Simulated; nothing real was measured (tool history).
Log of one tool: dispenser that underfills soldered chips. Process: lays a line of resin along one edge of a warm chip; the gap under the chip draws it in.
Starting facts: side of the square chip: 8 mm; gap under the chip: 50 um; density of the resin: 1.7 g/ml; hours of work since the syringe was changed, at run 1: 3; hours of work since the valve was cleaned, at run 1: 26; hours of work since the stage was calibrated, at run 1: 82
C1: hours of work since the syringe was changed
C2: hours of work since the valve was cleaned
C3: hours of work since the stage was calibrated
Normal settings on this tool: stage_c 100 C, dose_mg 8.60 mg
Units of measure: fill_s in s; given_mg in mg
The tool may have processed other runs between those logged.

run 1 hour=0.0 | stage_c=100 dose_mg=8.60 | C1=3 C2=26 C3=82 | fill_s=32.4 given_mg=8.58
run 2 hour=4.6 | stage_c=100 dose_mg=8.60 | C1=6 C2=29 C3=85 | fill_s=42.8 given_mg=8.48
-- hour=6.2 new syringe of resin
run 3 hour=9.1 | stage_c=100 dose_mg=8.60 | C1=2 C2=32 C3=88 | fill_s=30.0 given_mg=8.50
run 4 hour=14.5 | stage_c=100 dose_mg=8.60 | C1=6 C2=35 C3=91 | fill_s=42.3 given_mg=8.51
-- hour=16.4 new syringe of resin
run 5 hour=19.8 | stage_c=100 dose_mg=8.60 | C1=2 C2=39 C3=95 | fill_s=30.7 given_mg=8.48
run 6 hour=22.8 | stage_c=99 dose_mg=8.60 | C1=4 C2=41 C3=97 | fill_s=38.2 given_mg=8.45
-- hour=27.0 new syringe of resin
run 7 hour=28.9 | stage_c=100 dose_mg=8.60 | C1=1 C2=45 C3=101 | fill_s=28.2 given_mg=8.45
-- hour=30.5 dispensing valve cleaned and set on the balance
run 8 hour=32.7 | stage_c=100 dose_mg=8.60 | C1=3 C2=1 C3=102 | fill_s=32.5 given_mg=8.58
run 9 hour=36.3 | stage_c=100 dose_mg=8.60 | C1=6 C2=4 C3=105 | fill_s=40.8 given_mg=8.60
-- hour=38.3 new syringe of resin
run 10 hour=39.0 | stage_c=100 dose_mg=9.81 | C1=1 C2=5 C3=107 | fill_s=25.6 given_mg=9.77
run 11 hour=42.3 | stage_c=100 dose_mg=9.81 | C1=3 C2=8 C3=109 | fill_s=31.6 given_mg=9.80
run 12 hour=46.4 | stage_c=97 dose_mg=8.67 | C1=5 C2=10 C3=111 | fill_s=45.3 given_mg=8.64
-- hour=48.5 new syringe of resin
run 13 hour=49.6 | stage_c=97 dose_mg=8.67 | C1=1 C2=12 C3=113 | fill_s=30.4 given_mg=8.67
run 14 hour=52.4 | stage_c=89 dose_mg=10.79 | C1=3 C2=14 C3=115 | fill_s=47.4 given_mg=10.74
run 15 hour=55.8 | stage_c=94 dose_mg=9.08 | C1=5 C2=16 C3=118 | fill_s=48.2 given_mg=9.00
-- hour=58.8 new syringe of resin
run 16 hour=61.6 | stage_c=94 dose_mg=9.08 | C1=2 C2=20 C3=121 | fill_s=37.3 given_mg=8.98
run 17 hour=64.5 | stage_c=100 dose_mg=8.86 | C1=4 C2=22 C3=123 | fill_s=35.6 given_mg=8.78
run 18 hour=67.9 | stage_c=103 dose_mg=7.41 | C1=6 C2=24 C3=125 | fill_s=39.2 given_mg=7.38
-- hour=69.1 new syringe of resin
run 19 hour=72.1 | stage_c=103 dose_mg=7.41 | C1=2 C2=27 C3=128 | fill_s=27.8 given_mg=7.34
run 20 hour=76.5 | stage_c=105 dose_mg=9.62 | C1=5 C2=30 C3=131 | fill_s=32.1 given_mg=9.54
-- hour=79.5 new syringe of resin
run 21 hour=81.3 | stage_c=105 dose_mg=9.62 | C1=1 C2=33 C3=134 | fill_s=23.3 given_mg=9.45
run 22 hour=85.1 | stage_c=113 dose_mg=7.35 | C1=4 C2=36 C3=137 | fill_s=22.8 given_mg=7.27

Consider 3 possible next runs. They are alternatives, not a sequence: every one starts from the tool as it was left by run 22. What does each give?
run A hour=89.2 | stage_c=114 dose_mg=8.92 | C1=7 C2=38 C3=139 | fill_s=? given_mg=?
run B hour=89.2 | stage_c=89 dose_mg=8.60 | C1=7 C2=38 C3=139 | fill_s=? given_mg=?
run C hour=89.2 | stage_c=100 dose_mg=10.28 | C1=7 C2=38 C3=139 | fill_s=? given_mg=?

run=A fill_s=27.0 given_mg=8.75
run=B fill_s=65.7 given_mg=8.50
run=C fill_s=43.7 given_mg=10.14
The same runs, with their run-to-run variation unchanged, on a tool lacking any hidden condition would have given:
run=A fill_s=15.2 given_mg=8.88
run=B fill_s=36.9 given_mg=8.62
run=C fill_s=24.6 given_mg=10.29
